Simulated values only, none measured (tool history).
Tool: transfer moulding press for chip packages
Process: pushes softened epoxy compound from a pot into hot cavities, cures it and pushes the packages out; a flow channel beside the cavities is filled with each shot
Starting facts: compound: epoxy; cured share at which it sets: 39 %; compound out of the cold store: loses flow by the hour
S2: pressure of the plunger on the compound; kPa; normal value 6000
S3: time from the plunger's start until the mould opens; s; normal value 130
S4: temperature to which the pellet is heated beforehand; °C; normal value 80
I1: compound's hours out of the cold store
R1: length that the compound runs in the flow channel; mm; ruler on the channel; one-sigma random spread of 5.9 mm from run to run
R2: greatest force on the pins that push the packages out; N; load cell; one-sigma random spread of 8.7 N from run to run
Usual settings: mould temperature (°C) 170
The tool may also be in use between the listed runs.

run 1 hour=0 | mould_temperature_(°C)=170 S2=6000 S3=130 S4=80 | I1=11.3 | R1=701 R2=416
run 2 hour=7.5 | mould_temperature_(°C)=170 S2=6000 S3=130 S4=80 | I1=20.1 | R1=683 R2=381
run 3 hour=18.4 | mould_temperature_(°C)=170 S2=6000 S3=130 S4=77 | I1=15.7 | R1=710 R2=393
run 4 hour=31.8 | mould_temperature_(°C)=170 S2=6000 S3=130 S4=77 | I1=16.5 | R1=707 R2=387
run 5 hour=44.2 | mould_temperature_(°C)=170 S2=6000 S3=130 S4=77 | I1=11.4 | R1=714 R2=401
run 6 hour=49.7 | mould_temperature_(°C)=170 S2=6000 S3=130 S4=78 | I1=19.4 | R1=679 R2=390
run 7 hour=60.7 | mould_temperature_(°C)=172 S2=6000 S3=130 S4=80 | I1=18.1 | R1=692 R2=359
run 8 hour=73.1 | mould_temperature_(°C)=172 S2=6000 S3=130 S4=80 | I1=26.6 | R1=662 R2=374
run 9 hour=84.1 | mould_temperature_(°C)=172 S2=6040 S3=130 S4=80 | I1=35.1 | R1=629 R2=369
run 10 hour=93.3 | mould_temperature_(°C)=170 S2=6000 S3=130 S4=80 | I1=31.3 | R1=646 R2=390
run 11 hour=98.9 | mould_temperature_(°C)=170 S2=6000 S3=130 S4=80 | I1=9.9 | R1=715 R2=392
run 12 hour=108.8 | mould_temperature_(°C)=170 S2=6000 S3=130 S4=80 | I1=26.4 | R1=665 R2=378
run 13 hour=119.9 | mould_temperature_(°C)=170 S2=6000 S3=130 S4=80 | I1=15.3 | R1=701 R2=393
run 14 hour=129 | mould_temperature_(°C)=170 S2=6000 S3=130 S4=80 | I1=10.4 | R1=719 R2=398
run 15 hour=136.1 | mould_temperature_(°C)=170 S2=6000 S3=126 S4=80 | I1=9.7 | R1=728 R2=416
run 16 hour=141.5 | mould_temperature_(°C)=170 S2=6000 S3=121 S4=81 | I1=41 | R1=617 R2=409
run 17 hour=151.1 | mould_temperature_(°C)=170 S2=6720 S3=121 S4=75 | I1=12.7 | R1=745 R2=432
run 18 hour=162.9 | mould_temperature_(°C)=167 S2=6000 S3=130 S4=80 | I1=15.4 | R1=710 R2=446
run 19 hour=173.4 | mould_temperature_(°C)=167 S2=6000 S3=130 S4=80 | I1=37.6 | R1=637 R2=447
run 20 hour=179.9 | mould_temperature_(°C)=177 S2=4660 S3=115 S4=89 | I1=37 | R1=535 R2=357
run 21 hour=190.5 | mould_temperature_(°C)=170 S2=5490 S3=130 S4=80 | I1=20.7 | R1=654 R2=373
run 22 hour=196.2 | mould_temperature_(°C)=170 S2=6000 S3=130 S4=86 | I1=37 | R1=636 R2=378
run 23 hour=206.2 | mould_temperature_(°C)=171 S2=6530 S3=130 S4=82 | I1=36.7 | R1=644 R2=374
run 24 hour=217.3 | mould_temperature_(°C)=170 S2=6000 S3=130 S4=77 | I1=30.8 | R1=650 R2=383
run 25 hour=223 | mould_temperature_(°C)=170 S2=6000 S3=130 S4=77 | I1=22.2 | R1=685 R2=387
run 26 hour=234 | mould_temperature_(°C)=170 S2=6000 S3=130 S4=77 | I1=45.2 | R1=611 R2=378
run 27 hour=246.3 | mould_temperature_(°C)=167 S2=5900 S3=132 S4=73 | I1=17.5 | R1=712 R2=438
run 28 hour=255.4 | mould_temperature_(°C)=167 S2=5900 S3=132 S4=73 | I1=32.5 | R1=655 R2=432
run 29 hour=263.7 | mould_temperature_(°C)=167 S2=5900 S3=132 S4=73 | I1=8.7 | R1=734 R2=452

Not shown: 3 entries that the log had between the listed runs. Between which runs, and how does the tool's hidden state differ before and after?
Runs 3 to 4: cavities cleaned with cleaning compound and waxed (hour 30.5)
  pressure that reaches the compound, % of what is set: 99.91 -> 99.9; grip of the stained cavities, % over clean ones': 1.3 -> 0.1
Runs 14 to 15: cavities cleaned with cleaning compound and waxed (hour 133.9)
  grip of the stained cavities, % over clean ones': 1.4 -> 0.1
Runs 26 to 27: cavities cleaned with cleaning compound and waxed (hour 237.6)
  pressure that reaches the compound, % of what is set: 99.76 -> 99.75; grip of the stained cavities, % over clean ones': 1.4 -> 0.2
